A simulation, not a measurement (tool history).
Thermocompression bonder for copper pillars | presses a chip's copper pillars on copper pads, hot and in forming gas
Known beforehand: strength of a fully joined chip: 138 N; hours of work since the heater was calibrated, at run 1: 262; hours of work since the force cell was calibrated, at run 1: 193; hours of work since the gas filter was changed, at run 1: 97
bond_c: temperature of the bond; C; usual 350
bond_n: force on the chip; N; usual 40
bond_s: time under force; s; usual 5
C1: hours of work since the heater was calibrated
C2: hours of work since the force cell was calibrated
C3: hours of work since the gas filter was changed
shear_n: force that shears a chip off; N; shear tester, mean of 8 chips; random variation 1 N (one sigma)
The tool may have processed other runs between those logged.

Run 1, hour 0.0: usual settings; C1 262; C2 193; C3 97. Result: shear_n 83.9 N.
Run 2, hour 15.3: usual settings; C1 269; C2 201; C3 105. Result: shear_n 83.8 N.
Run 3, hour 45.3: usual settings but bond_c 366 C; C1 284; C2 216; C3 119. Result: shear_n 96.2 N.
Run 4, hour 68.0: usual settings but bond_c 366 C; C1 295; C2 227; C3 131. Result: shear_n 95.1 N.
Run 5, hour 85.3: usual settings but bond_c 366 C; C1 303; C2 235; C3 139. Result: shear_n 94.0 N.
Run 6, hour 118.7: usual settings but bond_c 366 C; C1 320; C2 251; C3 155. Result: shear_n 94.4 N.
Run 7, hour 149.6: usual settings but bond_c 366 C; C1 335; C2 266; C3 170. Result: shear_n 92.7 N.
At hour 153.3: force cell calibrated.
Run 8, hour 185.2: usual settings but bond_c 366 C; C1 351; C2 16; C3 187. Result: shear_n 92.8 N.
Run 9, hour 218.4: usual settings but bond_c 366 C; C1 368; C2 32; C3 203. Result: shear_n 93.6 N.
Run 10, hour 243.6: usual settings but bond_c 366 C; C1 380; C2 44; C3 216. Result: shear_n 92.2 N.
Run 11, hour 259.7: usual settings but bond_c 358 C, bond_n 48 N, bond_s 14 s; C1 388; C2 52; C3 223. Result: shear_n 112.3 N.

Run 12 comes next. What will it give?
At hour 278.5: force cell calibrated, once more.
Run 12, hour 279.7: usual settings but bond_c 358 C, bond_s 7 s; C1 397; C2 1; C3 232. Result: shear_n ?.

shear_n: 93.8 N
Were there no unlogged condition in the tool, this run, its random variation unchanged, would have produced shear_n 103.8 N.

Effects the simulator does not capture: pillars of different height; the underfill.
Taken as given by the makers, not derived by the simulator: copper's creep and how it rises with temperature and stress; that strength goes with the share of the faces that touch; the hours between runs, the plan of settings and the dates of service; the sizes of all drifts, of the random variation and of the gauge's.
